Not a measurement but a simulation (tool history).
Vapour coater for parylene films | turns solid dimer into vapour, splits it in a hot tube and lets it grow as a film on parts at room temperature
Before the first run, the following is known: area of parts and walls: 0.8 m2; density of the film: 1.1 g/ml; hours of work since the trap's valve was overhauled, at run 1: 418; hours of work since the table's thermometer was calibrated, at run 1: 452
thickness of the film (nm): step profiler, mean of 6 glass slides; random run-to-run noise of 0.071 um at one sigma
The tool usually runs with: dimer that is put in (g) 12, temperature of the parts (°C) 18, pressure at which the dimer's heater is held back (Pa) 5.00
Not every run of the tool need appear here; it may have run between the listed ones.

| run | hour | dimer that is put in (g) | temperature of the parts (°C) | pressure at which the dimer's heater is held back (Pa) | hours of work since the trap's valve was overhauled | hours of work since the table's thermometer was calibrated | thickness of the film (nm) |
|---|---|---|---|---|---|---|---|
| 1 | 0.0 | 12 | 18 | 5.00 | 418 | 452 | 7530 |
|  | 20.5 | trap's valve overhauled |
| 2 | 24.9 | 12 | 18 | 5.00 | 3 | 465 | 8390 |
| 3 | 37.2 | 12 | 18 | 5.77 | 11 | 473 | 8010 |
| 4 | 67.3 | 12 | 18 | 5.00 | 30 | 493 | 8320 |
| 5 | 90.9 | 12 | 18 | 5.00 | 46 | 508 | 8250 |
| 6 | 119.9 | 12 | 18 | 5.00 | 65 | 527 | 8280 |
| 7 | 140.1 | 12 | 18 | 5.00 | 78 | 540 | 8130 |
| 8 | 167.1 | 12 | 18 | 5.00 | 95 | 558 | 8190 |
| 9 | 179.9 | 12 | 18 | 5.00 | 104 | 566 | 8230 |
| 10 | 207.1 | 12 | 18 | 5.00 | 121 | 584 | 8100 |
| 11 | 235.2 | 12 | 26 | 5.00 | 140 | 602 | 6340 |
| 12 | 255.3 | 12 | 26 | 5.00 | 153 | 615 | 6270 |
| 13 | 268.3 | 12 | 26 | 5.00 | 161 | 624 | 6280 |
| 14 | 289.1 | 12 | 18 | 8.88 | 175 | 637 | 7040 |
| 15 | 307.0 | 12 | 18 | 5.00 | 186 | 649 | 7920 |
| 16 | 325.3 | 12 | 18 | 5.00 | 198 | 661 | 7880 |
| 17 | 344.5 | 12 | 18 | 5.00 | 211 | 673 | 7920 |
| 18 | 362.0 | 12 | 29 | 5.00 | 222 | 685 | 5640 |
| 19 | 391.4 | 12 | 18 | 5.00 | 241 | 704 | 7830 |
| 20 | 410.3 | 12 | 19 | 5.00 | 254 | 716 | 7600 |
| 21 | 434.5 | 12 | 18 | 5.00 | 269 | 732 | 7800 |
| 22 | 458.5 | 12 | 18 | 5.00 | 285 | 747 | 7810 |
| 23 | 486.5 | 12 | 18 | 5.00 | 303 | 766 | 7730 |
| 24 | 514.2 | 12 | 18 | 5.00 | 321 | 784 | 7600 |
| 25 | 538.8 | 17 | 27 | 2.15 | 337 | 800 | 9830 |
| 26 | 553.6 | 17 | 27 | 2.15 | 347 | 809 | 9810 |
| 27 | 583.0 | 17 | 27 | 2.15 | 366 | 828 | 9670 |
| 28 | 596.6 | 12 | 10 | 5.00 | 375 | 837 | 9490 |
| 29 | 620.5 | 9 | 10 | 5.00 | 391 | 853 | 7210 |
|  | 630.4 | table's thermometer calibrated |
| 30 | 647.1 | 11 | 10 | 4.91 | 407 | 11 | 9080 |
| 31 | 662.7 | 11 | 10 | 4.91 | 417 | 21 | 9210 |
| 32 | 675.4 | 9 | 18 | 5.00 | 426 | 29 | 5810 |
|  | 682.8 | trap's valve overhauled |
| 33 | 709.0 | 8 | 27 | 2.33 | 17 | 49 | 4960 |
| 34 | 731.9 | 17 | 19 | 3.40 | 32 | 63 | 12720 |
| 35 | 748.1 | 21 | 10 | 5.00 | 42 | 74 | 18740 |
| 36 | 762.3 | 21 | 10 | 5.00 | 52 | 83 | 18580 |
| 37 | 778.9 | 21 | 10 | 5.00 | 63 | 94 | 18860 |
| 38 | 795.1 | 21 | 10 | 5.00 | 73 | 105 | 18730 |
| 39 | 815.6 | 21 | 10 | 5.00 | 86 | 118 | 18560 |
| 40 | 844.2 | 21 | 10 | 5.00 | 105 | 137 | 18330 |
| 41 | 857.8 | 21 | 10 | 5.00 | 114 | 145 | 18560 |
| 42 | 879.9 | 12 | 22 | 6.04 | 128 | 160 | 6980 |
| 43 | 900.4 | 12 | 16 | 2.15 | 142 | 173 | 10430 |
| 44 | 913.6 | 12 | 11 | 2.15 | 150 | 182 | 12180 |
| 45 | 939.7 | 13 | 20 | 2.15 | 167 | 199 | 9970 |

Forecast each of these 5 alternatives for the next run:
| A | 953.3 | 16 | 12 | 2.15 | 176 | 208 | ? |
| B | 953.3 | 11 | 18 | 2.75 | 176 | 208 | ? |
| C | 953.3 | 9 | 25 | 10.44 | 176 | 208 | ? |
| D | 953.3 | 12 | 18 | 5.00 | 176 | 208 | ? |
| E | 953.3 | 12 | 29 | 5.00 | 176 | 208 | ? |

| run | thickness of the film (nm) |
|---|---|
| A | 15570 |
| B | 8530 |
| C | 4140 |
| D | 8090 |
| E | 5790 |
The same runs, with their run-to-run variation unchanged, on a tool lacking any hidden condition would have given:
| run | thickness of the film (nm) |
|---|---|
| A | 16400 |
| B | 8990 |
| C | 4360 |
| D | 8520 |
| E | 6100 |
